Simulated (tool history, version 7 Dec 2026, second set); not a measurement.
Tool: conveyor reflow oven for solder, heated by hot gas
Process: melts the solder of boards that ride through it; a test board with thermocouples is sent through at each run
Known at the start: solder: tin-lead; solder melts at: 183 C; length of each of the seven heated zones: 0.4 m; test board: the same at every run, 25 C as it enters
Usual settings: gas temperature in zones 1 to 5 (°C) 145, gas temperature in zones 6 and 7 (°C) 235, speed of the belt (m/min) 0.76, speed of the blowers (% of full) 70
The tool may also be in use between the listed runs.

run	hour	gas temperature in zones 1 to 5 (°C)	gas temperature in zones 6 and 7 (°C)	speed of the belt (m/min)	speed of the blowers (% of full)	highest temperature of the board (°C)	time above the solder's melting point (s)
1	0	145	235	0.76	70	216.9	50.4
2	36.4	131	235	0.76	70	214.4	43.2
3	103.3	131	235	0.76	70	214.2	43.4
4	144.5	154	235	0.76	70	218.3	55.5
# hour 178.8: thermocouples of zones 6 and 7 changed
5	197.9	145	235	0.76	70	218.4	50.5
6	263.6	145	235	0.76	70	217.8	50.7
7	303.2	145	250	0.76	53	225.9	55.3
# hour 343: flux residue cleaned out of gas plates and filters
8	362.9	145	250	0.76	53	225.9	55.2
9	423.5	145	242	0.76	63	221.9	52.9
10	482.9	138	242	0.76	63	219.7	50.3
11	515.4	139	242	0.646	63	226.2	63.7
12	550.3	154	225	0.753	58	208.7	47.5

The same runs without the tool's hidden state, with the same run-to-run variation:
The hidden state here: heat that the gas passes to the board, % of a clean oven's; belt's true speed, % of the reading; true gas temperature in zones 6 and 7 over the reading, C; drift of the gauge itself on peak_c, C; drift of the gauge itself on liquid_s, %.
run	highest temperature of the board (°C)	time above the solder's melting point (s)
1	217.6	49.5
2	215.1	42.5
3	215.1	42.8
4	219.3	54.6
5	218.2	49
6	217.8	49.2
7	225.7	53.6
8	226	53.6
9	222.3	51.5
10	220.2	49.2
11	226.8	62.1
12	209.2	46.5
